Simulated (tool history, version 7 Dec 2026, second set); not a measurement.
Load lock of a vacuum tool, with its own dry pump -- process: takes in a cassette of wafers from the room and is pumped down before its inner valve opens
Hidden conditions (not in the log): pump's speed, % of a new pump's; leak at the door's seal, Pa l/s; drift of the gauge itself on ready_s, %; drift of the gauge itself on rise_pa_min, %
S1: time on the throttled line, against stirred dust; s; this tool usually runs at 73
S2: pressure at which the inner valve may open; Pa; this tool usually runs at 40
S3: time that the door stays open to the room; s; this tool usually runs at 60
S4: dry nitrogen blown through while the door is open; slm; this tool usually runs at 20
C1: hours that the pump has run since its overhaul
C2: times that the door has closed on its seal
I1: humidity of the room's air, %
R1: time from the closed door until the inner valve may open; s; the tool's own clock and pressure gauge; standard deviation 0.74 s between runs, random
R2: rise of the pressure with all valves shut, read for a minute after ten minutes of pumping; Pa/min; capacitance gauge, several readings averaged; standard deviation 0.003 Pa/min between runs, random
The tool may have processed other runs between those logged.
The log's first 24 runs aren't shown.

| run | hour | S1 | S2 | S3 | S4 | C1 | C2 | I1 | R1 | R2 |
|---|---|---|---|---|---|---|---|---|---|---|
| 25 | 3236.2 | 108 | 52 | 38 | 20 | 8862 | 14994 | 47.6 | 138.2 | 0.012 |
| 26 | 3388.3 | 73 | 52 | 60 | 17 | 9014 | 15565 | 45.6 | 110.8 | 0.011 |
| 27 | 3485.5 | 95 | 40 | 54 | 20 | 9111 | 15930 | 43.3 | 129.1 | 0.012 |
| 28 | 3613.5 | 95 | 72 | 54 | 5 | 9239 | 16411 | 43.6 | 125.2 | 0.021 |
| 29 | 3784.2 | 126 | 72 | 199 | 5 | 9410 | 17052 | 43.9 | 150.6 | 0.035 |
| 30 | 3960.2 | 73 | 40 | 125 | 28 | 9586 | 17713 | 47.2 | 111.5 | 0.01 |
| 31 | 4080.3 | 73 | 49 | 28 | 20 | 9706 | 18164 | 45.2 | 109.2 | 0.002 |
| 32 | 4179.6 | 73 | 49 | 28 | 20 | 9805 | 18537 | 45 | 109.9 | 0.005 |
| 33 | 4291.4 | 73 | 33 | 28 | 20 | 9917 | 18957 | 43.1 | 112.8 | 0.009 |
| 34 | 4472.1 | 73 | 33 | 28 | 20 | 10097 | 19636 | 47.5 | 112.6 | 0.016 |
| 35 | 4607.2 | 63 | 39 | 184 | 20 | 10233 | 20143 | 46.4 | 103.3 | 0.013 |
| 36 | 4716.1 | 37 | 36 | 34 | 6 | 10342 | 20552 | 42.3 | 83.1 | 0.017 |

Forecast each of these 3 alternatives for the next run:
| A | 4897.5 | 37 | 59 | 50 | 6 | 10523 | 21234 | 45 | ? | ? |
| B | 4897.5 | 94 | 40 | 117 | 4 | 10523 | 21234 | 44.3 | ? | ? |
| C | 4897.5 | 86 | 36 | 34 | 6 | 10523 | 21234 | 44.1 | ? | ? |

| run | R1 | R2 |
|---|---|---|
| A | 79.9 | 0.022 |
| B | 129.3 | 0.035 |
| C | 122.9 | 0.017 |
Had the tool no hidden state, the same runs would have come out as:
| run | R1 | R2 |
|---|---|---|
| A | 79.9 | 0.022 |
| B | 129.3 | 0.035 |
| C | 122.8 | 0.017 |

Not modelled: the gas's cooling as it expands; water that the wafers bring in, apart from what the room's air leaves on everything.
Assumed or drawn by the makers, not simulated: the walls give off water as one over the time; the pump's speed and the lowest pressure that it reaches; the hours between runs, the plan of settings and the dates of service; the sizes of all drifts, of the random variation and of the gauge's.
